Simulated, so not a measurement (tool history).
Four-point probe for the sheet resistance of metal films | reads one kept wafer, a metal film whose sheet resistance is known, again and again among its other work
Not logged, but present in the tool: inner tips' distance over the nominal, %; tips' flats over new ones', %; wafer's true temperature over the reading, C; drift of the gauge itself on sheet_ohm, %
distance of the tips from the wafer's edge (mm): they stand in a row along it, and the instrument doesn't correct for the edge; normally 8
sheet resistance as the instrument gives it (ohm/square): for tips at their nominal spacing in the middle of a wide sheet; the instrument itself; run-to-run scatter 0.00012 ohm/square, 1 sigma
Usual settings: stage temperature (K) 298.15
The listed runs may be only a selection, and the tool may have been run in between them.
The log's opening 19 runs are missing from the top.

| run | day | stage temperature (K) | distance of the tips from the wafer's edge (mm) | touches since the probe head was changed | hours of work since the stage's thermometer was calibrated | sheet resistance as the instrument gives it (ohm/square) |
|---|---|---|---|---|---|---|
| 20 | 9.817 | 300.15 | 3 | 16121 | 1514 | 0.608762 |
| 21 | 10.454 | 300.15 | 3 | 16470 | 1524 | 0.608776 |
| 22 | 10.917 | 300.15 | 3 | 16724 | 1531 | 0.608736 |
| 23 | 11.562 | 308.15 | 4 | 17077 | 1542 | 0.599979 |
| 24 | 12.312 | 306.15 | 24 | 17489 | 1554 | 0.596285 |
| 25 | 12.967 | 306.15 | 24 | 17849 | 1564 | 0.596751 |
| 26 | 13.292 | 304.15 | 5 | 18028 | 1569 | 0.600525 |
| 27 | 13.796 | 304.15 | 5 | 18303 | 1577 | 0.600572 |
| 28 | 14.225 | 304.15 | 20 | 18539 | 1584 | 0.597641 |
| 29 | 14.871 | 304.15 | 20 | 18894 | 1595 | 0.597756 |
| 30 | 15.283 | 304.15 | 20 | 19119 | 1601 | 0.597581 |
| 31 | 15.725 | 306.15 | 37 | 19363 | 1608 | 0.59645 |
| 32 | 16.362 | 296.15 | 32 | 19712 | 1619 | 0.602448 |
| 33 | 17.033 | 301.15 | 28 | 20081 | 1629 | 0.599396 |

Consider 5 possible next runs. They are alternatives, not a sequence: every one starts from the tool as it was left by run 33. What does each give?
| A | 17.733 | 298.15 | 6 | 20465 | 1641 | ? |
| B | 17.733 | 292.15 | 33 | 20465 | 1641 | ? |
| C | 17.733 | 303.15 | 28 | 20465 | 1641 | ? |
| D | 17.733 | 306.15 | 48 | 20465 | 1641 | ? |
| E | 17.733 | 298.15 | 10 | 20465 | 1641 | ? |

| run | sheet resistance as the instrument gives it (ohm/square) |
|---|---|
| A | 0.603186 |
| B | 0.604746 |
| C | 0.598117 |
| D | 0.596323 |
| E | 0.601889 |
Stripped of hidden state, with their random variation kept, the same runs would have yielded:
| run | sheet resistance as the instrument gives it (ohm/square) |
|---|---|
| A | 0.603208 |
| B | 0.604768 |
| C | 0.598139 |
| D | 0.596345 |
| E | 0.601911 |
